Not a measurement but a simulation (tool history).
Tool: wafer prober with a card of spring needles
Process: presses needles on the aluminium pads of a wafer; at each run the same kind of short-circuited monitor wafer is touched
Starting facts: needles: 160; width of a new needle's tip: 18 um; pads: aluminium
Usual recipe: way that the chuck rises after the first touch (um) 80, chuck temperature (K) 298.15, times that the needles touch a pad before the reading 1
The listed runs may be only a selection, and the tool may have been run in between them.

| run | hour | way that the chuck rises after the first touch (um) | chuck temperature (K) | times that the needles touch a pad before the reading | resistance of one needle with its contact and lead (mohm) | way that a needle slides on the pad (um) |
|---|---|---|---|---|---|---|
| 1 | 0.0 | 80 | 298.15 | 1 | 291 | 17.43 |
| 2 | 11.8 | 80 | 298.15 | 1 | 286 | 17.34 |
| 3 | 29.5 | 80 | 298.15 | 1 | 291 | 17.42 |
| 4 | 50.0 | 80 | 298.15 | 1 | 279 | 17.32 |
| 5 | 67.4 | 80 | 298.15 | 1 | 285 | 17.42 |
| 6 | 79.6 | 80 | 298.15 | 1 | 283 | 17.41 |
| 7 | 100.0 | 80 | 298.15 | 1 | 296 | 17.17 |
| 8 | 123.9 | 80 | 298.15 | 1 | 286 | 17.16 |
| 9 | 136.7 | 80 | 298.15 | 1 | 281 | 17.29 |
| 10 | 155.1 | 80 | 298.15 | 1 | 284 | 17.20 |
| 11 | 169.4 | 80 | 298.15 | 1 | 287 | 16.59 |
| 12 | 187.8 | 84 | 298.15 | 1 | 293 | 17.88 |
| 13 | 198.6 | 80 | 298.15 | 1 | 298 | 16.96 |
| 14 | 215.0 | 80 | 319.15 | 2 | 293 | 18.24 |
| 15 | 234.6 | 94 | 304.15 | 1 | 284 | 21.11 |
| 16 | 247.8 | 92 | 304.15 | 1 | 285 | 20.86 |
| 17 | 267.4 | 92 | 304.15 | 1 | 289 | 20.68 |
| 18 | 278.8 | 92 | 304.15 | 1 | 281 | 20.91 |
| 19 | 291.4 | 92 | 304.15 | 1 | 291 | 21.01 |
| 20 | 305.4 | 92 | 304.15 | 1 | 292 | 20.87 |
| 21 | 326.6 | 80 | 321.15 | 2 | 293 | 18.07 |
| 22 | 339.7 | 97 | 304.15 | 1 | 277 | 21.75 |
| 23 | 354.0 | 97 | 304.15 | 1 | 281 | 21.56 |
| 24 | 370.0 | 80 | 319.15 | 3 | 291 | 17.56 |
| 25 | 394.0 | 97 | 319.15 | 3 | 286 | 21.33 |

Missing from the log above: 90 entries noted between runs. For each, name the pair of listed runs it sits between and say how the tool's hidden condition differs from the listed run just before to the listed run just after:
Logged between run 1 and run 2: tips cleaned on abrasive film (hour 2.0); tips cleaned on abrasive film (hour 6.1); tips cleaned on abrasive film (hour 10.1)
  debris on the tips, nm: 21.4 -> 18.9; way that the needles fall short of the set height, um: 3.12 -> 3.29; tips' diameter, um: 21.21 -> 21.27
  difference, measured minus the result without the unlogged condition, resistance of one needle with its contact and lead (mohm): +14 -> +13; way that a needle slides on the pad (um): -0.71 -> -0.75
Logged between run 2 and run 3: tips cleaned on abrasive film (hour 14.9); tips cleaned on abrasive film (hour 19.0); tips cleaned on abrasive film (hour 24.0); tips cleaned on abrasive film (hour 28.0)
  debris on the tips, nm: 18.9 -> 14.9; way that the needles fall short of the set height, um: 3.29 -> 3.53; tips' diameter, um: 21.27 -> 21.35
  difference, measured minus the result without the unlogged condition, resistance of one needle with its contact and lead (mohm): +13 -> +11; way that a needle slides on the pad (um): -0.75 -> -0.81
Logged between run 3 and run 4: tips cleaned on abrasive film (hour 32.6); tips cleaned on abrasive film (hour 37.6); tips cleaned on abrasive film (hour 41.7); tips cleaned on abrasive film (hour 45.7); tips cleaned on abrasive film (hour 49.8)
  debris on the tips, nm: 14.9 -> 4.3; way that the needles fall short of the set height, um: 3.53 -> 3.79; tips' diameter, um: 21.35 -> 21.44
  difference, measured minus the result without the unlogged condition, resistance of one needle with its contact and lead (mohm): +11 -> +6; way that a needle slides on the pad (um): -0.81 -> -0.87
Logged between run 4 and run 5: tips cleaned on abrasive film (hour 54.1); tips cleaned on abrasive film (hour 59.1); tips cleaned on abrasive film (hour 63.1); tips cleaned on abrasive film (hour 67.2)
  debris on the tips, nm: 4.3 -> 5.1; way that the needles fall short of the set height, um: 3.79 -> 3.98; tips' diameter, um: 21.44 -> 21.51
  difference, measured minus the result without the unlogged condition, resistance of one needle with its contact and lead (mohm): +6 -> +6; way that a needle slides on the pad (um): -0.87 -> -0.92
Logged between run 5 and run 6: tips cleaned on abrasive film (hour 71.4); tips cleaned on abrasive film (hour 75.5); tips cleaned on abrasive film (hour 79.5)
  debris on the tips, nm: 5.1 -> 5; way that the needles fall short of the set height, um: 3.98 -> 4.12; tips' diameter, um: 21.51 -> 21.56
  difference, measured minus the result without the unlogged condition, resistance of one needle with its contact and lead (mohm): +6 -> +6; way that a needle slides on the pad (um): -0.92 -> -0.94
Logged between run 6 and run 7: tips cleaned on abrasive film (hour 83.7); tips cleaned on abrasive film (hour 87.7); tips cleaned on abrasive film (hour 91.8); tips cleaned on abrasive film (hour 96.8)
  debris on the tips, nm: 5 -> 31.4; way that the needles fall short of the set height, um: 4.12 -> 4.32; tips' diameter, um: 21.56 -> 21.63
  difference, measured minus the result without the unlogged condition, resistance of one needle with its contact and lead (mohm): +6 -> +21; way that a needle slides on the pad (um): -0.94 -> -0.98
Logged between run 7 and run 8: tips cleaned on abrasive film (hour 101.1); tips cleaned on abrasive film (hour 105.1); tips cleaned on abrasive film (hour 110.2); tips cleaned on abrasive film (hour 114.2); tips cleaned on abrasive film (hour 118.3); tips cleaned on abrasive film (hour 122.3)
  debris on the tips, nm: 31.4 -> 18.1; way that the needles fall short of the set height, um: 4.32 -> 4.62; tips' diameter, um: 21.63 -> 21.73
  difference, measured minus the result without the unlogged condition, resistance of one needle with its contact and lead (mohm): +21 -> +14; way that a needle slides on the pad (um): -0.98 -> -1.05
Logged between run 8 and run 9: tips cleaned on abrasive film (hour 126.9); tips cleaned on abrasive film (hour 132.0); tips cleaned on abrasive film (hour 136.7)
  debris on the tips, nm: 18.1 -> 3.2; way that the needles fall short of the set height, um: 4.62 -> 4.77; tips' diameter, um: 21.73 -> 21.78
  difference, measured minus the result without the unlogged condition, resistance of one needle with its contact and lead (mohm): +14 -> +6; way that a needle slides on the pad (um): -1.05 -> -1.09
Logged between run 9 and run 10: tips cleaned on abrasive film (hour 140.8); tips cleaned on abrasive film (hour 144.8); tips cleaned on abrasive film (hour 149.9); tips cleaned on abrasive film (hour 153.9)
  debris on the tips, nm: 3.2 -> 13.5; way that the needles fall short of the set height, um: 4.77 -> 4.96; tips' diameter, um: 21.78 -> 21.85
  difference, measured minus the result without the unlogged condition, resistance of one needle with its contact and lead (mohm): +6 -> +12; way that a needle slides on the pad (um): -1.09 -> -1.14
Logged between run 10 and run 11: height of the first contact set anew (hour 156.4); tips cleaned on abrasive film (hour 158.5); tips cleaned on abrasive film (hour 162.5); tips cleaned on abrasive film (hour 167.5)
  debris on the tips, nm: 13.5 -> 19.5; way that the needles fall short of the set height, um: 4.96 -> 6.3; tips' diameter, um: 21.85 -> 21.92
  difference, measured minus the result without the unlogged condition, resistance of one needle with its contact and lead (mohm): +12 -> +16; way that a needle slides on the pad (um): -1.14 -> -1.42
Logged between run 11 and run 12: tips cleaned on abrasive film (hour 172.5); tips cleaned on abrasive film (hour 176.5); tips cleaned on abrasive film (hour 181.5); tips cleaned on abrasive film (hour 186.6)
  debris on the tips, nm: 19.5 -> 16.3; way that the needles fall short of the set height, um: 6.3 -> 6.52; tips' diameter, um: 21.92 -> 21.99
  difference, measured minus the result without the unlogged condition, resistance of one needle with its contact and lead (mohm): +16 -> +14; way that a needle slides on the pad (um): -1.42 -> -1.49
Logged between run 12 and run 13: tips cleaned on abrasive film (hour 190.9); tips cleaned on abrasive film (hour 195.9)
  debris on the tips, nm: 16.3 -> 27.5; way that the needles fall short of the set height, um: 6.52 -> 6.61; tips' diameter, um: 21.99 -> 22.03
  difference, measured minus the result without the unlogged condition, resistance of one needle with its contact and lead (mohm): +14 -> +22; way that a needle slides on the pad (um): -1.49 -> -1.53
Logged between run 13 and run 14: tips cleaned on abrasive film (hour 200.7); tips cleaned on abrasive film (hour 204.8); tips cleaned on abrasive film (hour 208.8); height of the first contact set anew, once more (hour 211.1); tips cleaned on abrasive film (hour 213.2)
  debris on the tips, nm: 27.5 -> 19.6; way that the needles fall short of the set height, um: 6.61 -> 0.07; tips' diameter, um: 22.03 -> 22.1
  difference, measured minus the result without the unlogged condition, resistance of one needle with its contact and lead (mohm): +22 -> +9; way that a needle slides on the pad (um): -1.53 -> -0.01
Logged between run 14 and run 15: tips cleaned on abrasive film (hour 218.1); tips cleaned on abrasive film (hour 223.1); tips cleaned on abrasive film (hour 228.1); tips cleaned on abrasive film (hour 233.2)
  debris on the tips, nm: 19.6 -> 14.9; way that the needles fall short of the set height, um: 0.07 -> 0.25; tips' diameter, um: 22.1 -> 22.17
  difference, measured minus the result without the unlogged condition, resistance of one needle with its contact and lead (mohm): +9 -> +9; way that a needle slides on the pad (um): -0.01 -> -0.05
Logged between run 15 and run 16: tips cleaned on abrasive film (hour 237.7); tips cleaned on abrasive film (hour 242.7); tips cleaned on abrasive film (hour 246.7)
  debris on the tips, nm: 14.9 -> 11.8; way that the needles fall short of the set height, um: 0.25 -> 0.41; tips' diameter, um: 22.17 -> 22.22
  difference, measured minus the result without the unlogged condition, resistance of one needle with its contact and lead (mohm): +9 -> +8; way that a needle slides on the pad (um): -0.05 -> -0.10
Logged between run 16 and run 17: tips cleaned on abrasive film (hour 250.9); tips cleaned on abrasive film (hour 255.9); tips cleaned on abrasive film (hour 260.9); tips cleaned on abrasive film (hour 266.0)
  debris on the tips, nm: 11.8 -> 17.3; way that the needles fall short of the set height, um: 0.41 -> 0.63; tips' diameter, um: 22.22 -> 22.3
  difference, measured minus the result without the unlogged condition, resistance of one needle with its contact and lead (mohm): +8 -> +11; way that a needle slides on the pad (um): -0.10 -> -0.14
Logged between run 17 and run 18: tips cleaned on abrasive film (hour 270.5); tips cleaned on abrasive film (hour 274.5); tips cleaned on abrasive film (hour 278.6)
  debris on the tips, nm: 17.3 -> 4.3; way that the needles fall short of the set height, um: 0.63 -> 0.79; tips' diameter, um: 22.3 -> 22.36
  difference, measured minus the result without the unlogged condition, resistance of one needle with its contact and lead (mohm): +11 -> +5; way that a needle slides on the pad (um): -0.14 -> -0.18
Logged between run 18 and run 19: tips cleaned on abrasive film (hour 282.8); tips cleaned on abrasive film (hour 287.9)
  debris on the tips, nm: 4.3 -> 30.8; way that the needles fall short of the set height, um: 0.79 -> 0.92; tips' diameter, um: 22.36 -> 22.4
  difference, measured minus the result without the unlogged condition, resistance of one needle with its contact and lead (mohm): +5 -> +16; way that a needle slides on the pad (um): -0.18 -> -0.21
Logged between run 19 and run 20: tips cleaned on abrasive film (hour 292.5); tips cleaned on abrasive film (hour 297.5); tips cleaned on abrasive film (hour 301.5)
  debris on the tips, nm: 30.8 -> 32.7; way that the needles fall short of the set height, um: 0.92 -> 1.08; tips' diameter, um: 22.4 -> 22.46
  difference, measured minus the result without the unlogged condition, resistance of one needle with its contact and lead (mohm): +16 -> +17; way that a needle slides on the pad (um): -0.21 -> -0.24
Logged between run 20 and run 21: tips cleaned on abrasive film (hour 306.5); tips cleaned on abrasive film (hour 311.5); tips cleaned on abrasive film (hour 316.5); tips cleaned on abrasive film (hour 321.5); tips cleaned on abrasive film (hour 326.6)
  debris on the tips, nm: 32.7 -> 1.8; way that the needles fall short of the set height, um: 1.08 -> 1.33; tips' diameter, um: 22.46 -> 22.55
  difference, measured minus the result without the unlogged condition, resistance of one needle with its contact and lead (mohm): +17 -> +5; way that a needle slides on the pad (um): -0.24 -> -0.31
Logged between run 21 and run 22: tips cleaned on abrasive film (hour 331.6); tips cleaned on abrasive film (hour 335.7); tips cleaned on abrasive film (hour 339.7)
  debris on the tips, nm: 1.8 -> 1.6; way that the needles fall short of the set height, um: 1.33 -> 1.48; tips' diameter, um: 22.55 -> 22.6
  difference, measured minus the result without the unlogged condition, resistance of one needle with its contact and lead (mohm): +5 -> +4; way that a needle slides on the pad (um): -0.31 -> -0.34
Logged between run 22 and run 23: tips cleaned on abrasive film (hour 344.7); tips cleaned on abrasive film (hour 349.7); tips cleaned on abrasive film (hour 353.8)
  debris on the tips, nm: 1.6 -> 5.3; way that the needles fall short of the set height, um: 1.48 -> 1.63; tips' diameter, um: 22.6 -> 22.65
  difference, measured minus the result without the unlogged condition, resistance of one needle with its contact and lead (mohm): +4 -> +5; way that a needle slides on the pad (um): -0.34 -> -0.37
Logged between run 23 and run 24: tips cleaned on abrasive film (hour 358.1); tips cleaned on abrasive film (hour 362.1); tips cleaned on abrasive film (hour 366.2)
  debris on the tips, nm: 5.3 -> 33.1; way that the needles fall short of the set height, um: 1.63 -> 1.79; tips' diameter, um: 22.65 -> 22.71
  difference, measured minus the result without the unlogged condition, resistance of one needle with its contact and lead (mohm): +5 -> +11; way that a needle slides on the pad (um): -0.37 -> -0.41
Logged between run 24 and run 25: tips cleaned on abrasive film (hour 371.1); tips cleaned on abrasive film (hour 375.1); tips cleaned on abrasive film (hour 379.2); tips cleaned on abrasive film (hour 383.2); tips cleaned on abrasive film (hour 388.3); tips cleaned on abrasive film (hour 392.3)
  debris on the tips, nm: 33.1 -> 19.6; way that the needles fall short of the set height, um: 1.79 -> 2.14; tips' diameter, um: 22.71 -> 22.83
  difference, measured minus the result without the unlogged condition, resistance of one needle with its contact and lead (mohm): +11 -> +6; way that a needle slides on the pad (um): -0.41 -> -0.48

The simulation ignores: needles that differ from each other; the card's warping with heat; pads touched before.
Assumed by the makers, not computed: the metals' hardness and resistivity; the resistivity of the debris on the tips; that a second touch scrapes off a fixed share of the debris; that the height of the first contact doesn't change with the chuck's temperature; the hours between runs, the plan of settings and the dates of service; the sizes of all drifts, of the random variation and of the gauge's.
